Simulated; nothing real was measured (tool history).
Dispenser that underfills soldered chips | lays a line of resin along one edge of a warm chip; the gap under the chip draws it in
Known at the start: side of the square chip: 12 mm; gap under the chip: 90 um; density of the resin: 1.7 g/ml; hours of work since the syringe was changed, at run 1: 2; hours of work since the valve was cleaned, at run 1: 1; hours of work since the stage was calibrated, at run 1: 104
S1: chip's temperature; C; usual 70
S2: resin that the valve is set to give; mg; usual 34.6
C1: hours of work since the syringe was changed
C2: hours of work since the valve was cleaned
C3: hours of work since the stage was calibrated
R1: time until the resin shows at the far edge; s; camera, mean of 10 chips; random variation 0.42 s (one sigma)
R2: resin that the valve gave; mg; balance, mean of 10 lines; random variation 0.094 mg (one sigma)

{"run": 1, "hour": 0.0, "S1": 70, "S2": 34.6, "C1": 2, "C2": 1, "C3": 104, "R1": 33.4, "R2": 34.66}
{"hour": 5.9, "done": "new syringe of resin"}
{"run": 2, "hour": 9.0, "S1": 70, "S2": 34.6, "C1": 2, "C2": 7, "C3": 110, "R1": 33.4, "R2": 34.68}
{"hour": 15.2, "done": "new syringe of resin"}
{"run": 3, "hour": 15.2, "S1": 70, "S2": 34.6, "C1": 0, "C2": 11, "C3": 114, "R1": 30.0, "R2": 34.48}
{"hour": 24.3, "done": "new syringe of resin"}
{"run": 4, "hour": 24.6, "S1": 81, "S2": 34.6, "C1": 0, "C2": 18, "C3": 121, "R1": 21.7, "R2": 34.46}
{"hour": 33.4, "done": "new syringe of resin"}
{"run": 5, "hour": 33.4, "S1": 81, "S2": 34.6, "C1": 0, "C2": 24, "C3": 127, "R1": 21.1, "R2": 34.22}
{"run": 6, "hour": 38.0, "S1": 81, "S2": 34.6, "C1": 3, "C2": 27, "C3": 130, "R1": 25.8, "R2": 34.12}
{"hour": 42.8, "done": "new syringe of resin"}
{"run": 7, "hour": 46.2, "S1": 70, "S2": 31.7, "C1": 2, "C2": 33, "C3": 136, "R1": 34.6, "R2": 31.2}
{"hour": 51.9, "done": "new syringe of resin"}
{"run": 8, "hour": 52.4, "S1": 70, "S2": 31.7, "C1": 0, "C2": 37, "C3": 140, "R1": 31.3, "R2": 31.1}
{"run": 9, "hour": 58.8, "S1": 70, "S2": 34.6, "C1": 5, "C2": 41, "C3": 145, "R1": 39.5, "R2": 33.82}
{"hour": 61.4, "done": "new syringe of resin"}
{"hour": 70.7, "done": "new syringe of resin"}
{"run": 10, "hour": 70.7, "S1": 56, "S2": 34.6, "C1": 0, "C2": 50, "C3": 153, "R1": 47.1, "R2": 33.75}
{"hour": 79.8, "done": "new syringe of resin"}
{"run": 11, "hour": 79.8, "S1": 56, "S2": 34.6, "C1": 0, "C2": 56, "C3": 159, "R1": 46.5, "R2": 33.49}
{"run": 12, "hour": 87.0, "S1": 70, "S2": 34.1, "C1": 5, "C2": 61, "C3": 164, "R1": 39.8, "R2": 32.79}
{"hour": 88.9, "done": "new syringe of resin"}
{"run": 13, "hour": 96.3, "S1": 69, "S2": 38.0, "C1": 5, "C2": 68, "C3": 171, "R1": 40.8, "R2": 36.58}
{"hour": 98.1, "done": "new syringe of resin"}
{"hour": 106.5, "done": "dispensing valve cleaned and set on the balance"}
{"hour": 108.2, "done": "new syringe of resin"}
{"run": 14, "hour": 109.0, "S1": 69, "S2": 35.1, "C1": 1, "C2": 2, "C3": 179, "R1": 32.6, "R2": 34.82}
{"run": 15, "hour": 116.0, "S1": 59, "S2": 39.4, "C1": 6, "C2": 7, "C3": 184, "R1": 56.6, "R2": 39.01}
{"hour": 117.5, "done": "new syringe of resin"}
{"run": 16, "hour": 123.5, "S1": 65, "S2": 30.8, "C1": 4, "C2": 12, "C3": 189, "R1": 44.9, "R2": 30.59}
{"hour": 126.7, "done": "new syringe of resin"}
{"run": 17, "hour": 130.2, "S1": 70, "S2": 30.8, "C1": 2, "C2": 16, "C3": 193, "R1": 35.0, "R2": 30.45}
{"hour": 136.2, "done": "new syringe of resin"}
{"run": 18, "hour": 137.1, "S1": 70, "S2": 30.8, "C1": 1, "C2": 21, "C3": 198, "R1": 32.7, "R2": 30.38}
{"hour": 145.4, "done": "new syringe of resin"}
{"run": 19, "hour": 147.2, "S1": 70, "S2": 30.8, "C1": 1, "C2": 28, "C3": 205, "R1": 32.6, "R2": 30.27}
{"run": 20, "hour": 153.6, "S1": 82, "S2": 44.8, "C1": 6, "C2": 33, "C3": 210, "R1": 27.6, "R2": 43.7}
{"hour": 154.6, "done": "new syringe of resin"}
{"run": 21, "hour": 161.2, "S1": 82, "S2": 40.6, "C1": 5, "C2": 38, "C3": 215, "R1": 26.3, "R2": 39.58}
{"hour": 164.0, "done": "new syringe of resin"}
{"run": 22, "hour": 170.5, "S1": 82, "S2": 40.6, "C1": 5, "C2": 44, "C3": 221, "R1": 26.8, "R2": 39.49}
{"hour": 173.4, "done": "new syringe of resin"}
{"run": 23, "hour": 182.0, "S1": 82, "S2": 40.6, "C1": 6, "C2": 52, "C3": 229, "R1": 29.0, "R2": 39.1}

5 ways to go on from here, each from the tool as it stands after run 23. What would each give?
{"hour": 183.2, "done": "new syringe of resin"}
{"run": "A", "hour": 190.9, "S1": 74, "S2": 34.6, "C1": 5, "C2": 58, "C3": 235, "R1": "?", "R2": "?"}
{"hour": 183.2, "done": "new syringe of resin"}
{"run": "B", "hour": 190.9, "S1": 63, "S2": 40.8, "C1": 5, "C2": 58, "C3": 235, "R1": "?", "R2": "?"}
{"hour": 183.2, "done": "new syringe of resin"}
{"run": "C", "hour": 190.9, "S1": 75, "S2": 31.2, "C1": 5, "C2": 58, "C3": 235, "R1": "?", "R2": "?"}
{"hour": 183.2, "done": "new syringe of resin"}
{"run": "D", "hour": 190.9, "S1": 62, "S2": 41.2, "C1": 5, "C2": 58, "C3": 235, "R1": "?", "R2": "?"}
{"hour": 183.2, "done": "new syringe of resin"}
{"run": "E", "hour": 190.9, "S1": 65, "S2": 40.6, "C1": 5, "C2": 58, "C3": 235, "R1": "?", "R2": "?"}

run=A R1=36.8 R2=33.13
run=B R1=49.5 R2=38.99
run=C R1=34.6 R2=29.91
run=D R1=51.5 R2=39.45
run=E R1=46.5 R2=39.06
Without the tool's hidden state the same runs would have given:
run=A R1=26.6 R2=34.52
run=B R1=35.7 R2=40.62
run=C R1=24.7 R2=31.17
run=D R1=37.3 R2=41.10
run=E R1=33.5 R2=40.69
